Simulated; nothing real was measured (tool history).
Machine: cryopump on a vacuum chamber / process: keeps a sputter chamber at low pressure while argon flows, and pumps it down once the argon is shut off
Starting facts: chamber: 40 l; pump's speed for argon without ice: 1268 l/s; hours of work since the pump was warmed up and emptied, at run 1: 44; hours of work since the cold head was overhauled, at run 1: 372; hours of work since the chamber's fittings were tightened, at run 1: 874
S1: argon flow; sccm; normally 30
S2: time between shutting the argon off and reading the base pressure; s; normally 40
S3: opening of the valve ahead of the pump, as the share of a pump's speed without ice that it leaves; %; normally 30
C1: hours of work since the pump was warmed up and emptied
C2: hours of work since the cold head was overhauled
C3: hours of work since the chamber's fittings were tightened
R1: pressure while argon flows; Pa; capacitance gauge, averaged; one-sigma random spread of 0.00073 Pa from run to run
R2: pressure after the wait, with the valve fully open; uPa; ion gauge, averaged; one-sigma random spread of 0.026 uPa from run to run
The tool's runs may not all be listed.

run	hour	S1	S2	S3	C1	C2	C3	R1	R2
1	0	30	40	30	44	372	874	0.1357	2.9
2	33.7	30	40	30	74	402	904	0.1383	3.06
3	58.7	30	40	30	96	425	926	0.1374	2.99
4	85.2	30	40	30	120	448	950	0.1367	3.1
5	122.3	30	40	30	153	481	983	0.1377	3.28
6	144.6	30	40	30	172	501	1003	0.1388	3.25
7	173.4	30	40	30	198	526	1028	0.1389	3.4
8	213	30	40	30	233	562	1063	0.1404	3.61
9	246.2	30	171	30	262	591	1093	0.1409	3.06
10	292.3	30	171	30	303	632	1134	0.1421	3.25
# hour 312.3: pump warmed up, emptied and cooled again
11	343.9	30	171	30	28	673	1175	0.135	2.94
12	366.3	30	171	30	48	693	1195	0.1345	2.93
13	392	30	44	30	71	716	1218	0.1366	3.63
14	438.3	30	40	21	112	757	1259	0.193	3.79
15	471.6	30	40	30	141	787	1289	0.1381	3.99
16	501.6	30	40	30	168	813	1315	0.1374	4.09
17	541.5	30	40	30	203	849	1350	0.139	4.14
18	570.7	30	40	30	229	875	1376	0.1401	4.42
19	617.7	52	40	46	271	916	1418	0.1649	4.57
# hour 636.2: leaking fittings of the chamber tightened, without venting
20	653.1	50	124	23	301	946	15	0.3081	0.66
# hour 676.9: pump warmed up, emptied and cooled again
21	687.2	12	31	32	9	972	41	0.0504	1.41
22	721.3	32	39	46	39	1002	71	0.0947	1.25
23	759.1	32	39	46	73	1036	105	0.096	1.35
24	780	32	39	46	92	1054	123	0.0968	1.4
25	811.1	32	83	23	119	1082	151	0.1902	1.03
26	837.1	47	40	30	142	1105	174	0.2164	1.53
27	868.2	47	40	30	170	1133	202	0.2171	1.59
28	896.6	47	40	30	195	1158	227	0.2202	1.66
29	924.9	27	40	30	220	1183	252	0.1248	1.78
30	967.1	27	40	30	258	1220	289	0.1271	1.81
31	1012.7	47	188	17	298	1261	330	0.3837	1.33
# hour 1039: pump warmed up, emptied and cooled again
32	1059.3	26	22	21	18	1298	367	0.1672	2.5
33	1100.5	47	166	34	55	1334	403	0.1868	1.33

Branching from run 33: 4 alternative next runs. What would each branch give?
A	1138.5	47	26	34	88	1368	437	?	?
B	1138.5	47	166	17	88	1368	437	?	?
C	1138.5	54	40	39	88	1368	437	?	?
D	1138.5	30	40	45	88	1368	437	?	?

run	R1	R2
A	0.1899	2.5
B	0.374	1.42
C	0.1893	2.09
D	0.0917	2.09
Without the tool's hidden state the same runs would have given:
run	R1	R2
A	0.185	1.52
B	0.3691	0.45
C	0.1837	1.1
D	0.0886	1.1
